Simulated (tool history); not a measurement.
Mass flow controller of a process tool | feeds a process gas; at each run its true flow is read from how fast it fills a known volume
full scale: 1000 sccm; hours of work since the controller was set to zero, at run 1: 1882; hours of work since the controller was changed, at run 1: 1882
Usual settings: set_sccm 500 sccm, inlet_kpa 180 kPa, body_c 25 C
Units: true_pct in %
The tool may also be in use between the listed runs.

run	hour	set_sccm	inlet_kpa	body_c	hours of work since the controller was set to zero	hours of work since the controller was changed	true_pct
1	0	500	180	25	1882	1882	99.43
2	174.1	500	180	25	1960	1960	99.53
3	316	500	180	25	2024	2024	99.27
4	461.9	500	180	24	2090	2090	99.25
5	682	500	180	24	2189	2189	99.05
6	790.6	500	180	24	2239	2239	98.93
7	881.5	500	180	24	2280	2280	98.85
8	1056	155	184	27	2358	2358	98.87
9	1151.5	208	233	27	2401	2401	98.65
10	1261.1	154	180	27	2451	2451	98.74
11	1379.3	776	176	28	2504	2504	99.43
12	1509.1	776	176	28	2563	2563	99.51

Forecast run 13:
13	1647	223	180	32	2625	2625	?

Run 13 gave true_pct 99.16 %.
Without the tool's hidden state the same run would have given true_pct 100.04 %.
